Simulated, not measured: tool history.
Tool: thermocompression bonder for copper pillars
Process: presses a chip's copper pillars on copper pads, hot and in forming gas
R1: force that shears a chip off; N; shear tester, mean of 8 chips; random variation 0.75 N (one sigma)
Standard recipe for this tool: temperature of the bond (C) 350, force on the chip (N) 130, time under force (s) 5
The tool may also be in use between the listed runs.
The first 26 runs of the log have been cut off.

run 27 hour=471.2 | temperature_of_the_bond_(C)=373 force_on_the_chip_(N)=150 time_under_force_(s)=13 | R1=83.6
run 28 hour=489.4 | temperature_of_the_bond_(C)=373 force_on_the_chip_(N)=150 time_under_force_(s)=13 | R1=83.4
run 29 hour=509.2 | temperature_of_the_bond_(C)=335 force_on_the_chip_(N)=145 time_under_force_(s)=5 | R1=46.9
run 30 hour=532.3 | temperature_of_the_bond_(C)=335 force_on_the_chip_(N)=145 time_under_force_(s)=5 | R1=46.7
run 31 hour=555.8 | temperature_of_the_bond_(C)=341 force_on_the_chip_(N)=139 time_under_force_(s)=5 | R1=46.3
run 32 hour=575.3 | temperature_of_the_bond_(C)=350 force_on_the_chip_(N)=169 time_under_force_(s)=4 | R1=54.6
run 33 hour=599.2 | temperature_of_the_bond_(C)=350 force_on_the_chip_(N)=169 time_under_force_(s)=4 | R1=52.2
-- hour=604.5 forming gas filter changed
run 34 hour=617.1 | temperature_of_the_bond_(C)=375 force_on_the_chip_(N)=99 time_under_force_(s)=5 | R1=57.1
run 35 hour=640.5 | temperature_of_the_bond_(C)=367 force_on_the_chip_(N)=130 time_under_force_(s)=4 | R1=60.0
run 36 hour=655.4 | temperature_of_the_bond_(C)=367 force_on_the_chip_(N)=130 time_under_force_(s)=4 | R1=57.8
run 37 hour=675.7 | temperature_of_the_bond_(C)=367 force_on_the_chip_(N)=130 time_under_force_(s)=4 | R1=57.5
run 38 hour=691.4 | temperature_of_the_bond_(C)=342 force_on_the_chip_(N)=158 time_under_force_(s)=3 | R1=46.7
run 39 hour=716.5 | temperature_of_the_bond_(C)=331 force_on_the_chip_(N)=150 time_under_force_(s)=3 | R1=37.9
run 40 hour=733.1 | temperature_of_the_bond_(C)=331 force_on_the_chip_(N)=150 time_under_force_(s)=3 | R1=38.2

Alternative continuations, all from the tool just after run 40; predict every row:
run A hour=748.4 | temperature_of_the_bond_(C)=339 force_on_the_chip_(N)=150 time_under_force_(s)=3 | R1=?
run B hour=748.4 | temperature_of_the_bond_(C)=331 force_on_the_chip_(N)=129 time_under_force_(s)=10 | R1=?
run C hour=748.4 | temperature_of_the_bond_(C)=352 force_on_the_chip_(N)=141 time_under_force_(s)=3 | R1=?

run=A R1=42.2
run=B R1=52.6
run=C R1=46.2
Without the tool's unlogged condition, the same runs would have read:
run=A R1=47.1
run=B R1=58.4
run=C R1=51.2

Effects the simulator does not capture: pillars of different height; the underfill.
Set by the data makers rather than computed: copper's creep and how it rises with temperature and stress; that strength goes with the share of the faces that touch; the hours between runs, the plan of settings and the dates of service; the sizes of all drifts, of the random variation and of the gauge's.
